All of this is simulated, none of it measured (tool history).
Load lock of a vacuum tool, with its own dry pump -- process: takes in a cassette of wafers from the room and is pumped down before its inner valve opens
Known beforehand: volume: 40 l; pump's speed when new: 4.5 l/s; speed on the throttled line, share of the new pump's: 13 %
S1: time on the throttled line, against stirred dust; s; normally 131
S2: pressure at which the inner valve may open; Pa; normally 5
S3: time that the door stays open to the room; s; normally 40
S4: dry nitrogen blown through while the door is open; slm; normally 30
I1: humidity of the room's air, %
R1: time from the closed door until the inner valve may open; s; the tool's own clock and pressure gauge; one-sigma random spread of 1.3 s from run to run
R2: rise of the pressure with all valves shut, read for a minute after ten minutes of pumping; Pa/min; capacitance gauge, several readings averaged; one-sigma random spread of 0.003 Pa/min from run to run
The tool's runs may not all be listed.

{"run": 1, "hour": 0.0, "S1": 131, "S2": 5, "S3": 40, "S4": 30, "I1": 45.6, "R1": 222.3, "R2": 0.016}
{"run": 2, "hour": 683.9, "S1": 131, "S2": 5, "S3": 40, "S4": 30, "I1": 40.2, "R1": 222, "R2": 0.016}
{"run": 3, "hour": 986.7, "S1": 131, "S2": 5, "S3": 40, "S4": 30, "I1": 47.5, "R1": 222.3, "R2": 0.027}
{"run": 4, "hour": 1590.3, "S1": 131, "S2": 5, "S3": 40, "S4": 30, "I1": 44.2, "R1": 227.3, "R2": 0.028}
{"run": 5, "hour": 2193.7, "S1": 131, "S2": 5, "S3": 40, "S4": 30, "I1": 43.5, "R1": 228.1, "R2": 0.026}
{"hour": 2438.3, "done": "dry pump taken out, an overhauled one fitted"}
{"run": 6, "hour": 2628.2, "S1": 131, "S2": 5, "S3": 40, "S4": 30, "I1": 45.5, "R1": 202.8, "R2": 0.035}
{"run": 7, "hour": 3191.8, "S1": 131, "S2": 5, "S3": 92, "S4": 30, "I1": 45.4, "R1": 204.4, "R2": 0.043}
{"run": 8, "hour": 3703.4, "S1": 131, "S2": 5, "S3": 92, "S4": 30, "I1": 44.3, "R1": 205.6, "R2": 0.052}
{"run": 9, "hour": 4129.3, "S1": 77, "S2": 6, "S3": 92, "S4": 30, "I1": 42.3, "R1": 154.9, "R2": 0.05}
{"run": 10, "hour": 4574.2, "S1": 77, "S2": 6, "S3": 92, "S4": 30, "I1": 45.2, "R1": 156.5, "R2": 0.056}
{"run": 11, "hour": 4905.3, "S1": 96, "S2": 10, "S3": 136, "S4": 6, "I1": 45.4, "R1": 169, "R2": 0.09}
{"run": 12, "hour": 5204.6, "S1": 96, "S2": 5, "S3": 54, "S4": 23, "I1": 44.6, "R1": 175.2, "R2": 0.061}
{"run": 13, "hour": 5937.9, "S1": 131, "S2": 8, "S3": 26, "S4": 30, "I1": 45.2, "R1": 202.5, "R2": 0.067}
{"run": 14, "hour": 6605.9, "S1": 131, "S2": 8, "S3": 26, "S4": 30, "I1": 42, "R1": 204.3, "R2": 0.081}

Consider 3 possible next runs. They are alternatives, not a sequence: every one starts from the tool as it was left by run 14. What does each give?
{"run": "A", "hour": 7091.0, "S1": 131, "S2": 5, "S3": 32, "S4": 30, "I1": 48.1, "R1": "?", "R2": "?"}
{"run": "B", "hour": 7091.0, "S1": 91, "S2": 5, "S3": 64, "S4": 30, "I1": 46.4, "R1": "?", "R2": "?"}
{"run": "C", "hour": 7091.0, "S1": 131, "S2": 8, "S3": 26, "S4": 27, "I1": 48.4, "R1": "?", "R2": "?"}

run=A R1=209.9 R2=0.088
run=B R1=177.8 R2=0.089
run=C R1=204 R2=0.086
With the hidden condition removed and each run's random variation left untouched, the same runs would have given:
run=A R1=202.6 R2=0.015
run=B R1=169.6 R2=0.014
run=C R1=197 R2=0.013

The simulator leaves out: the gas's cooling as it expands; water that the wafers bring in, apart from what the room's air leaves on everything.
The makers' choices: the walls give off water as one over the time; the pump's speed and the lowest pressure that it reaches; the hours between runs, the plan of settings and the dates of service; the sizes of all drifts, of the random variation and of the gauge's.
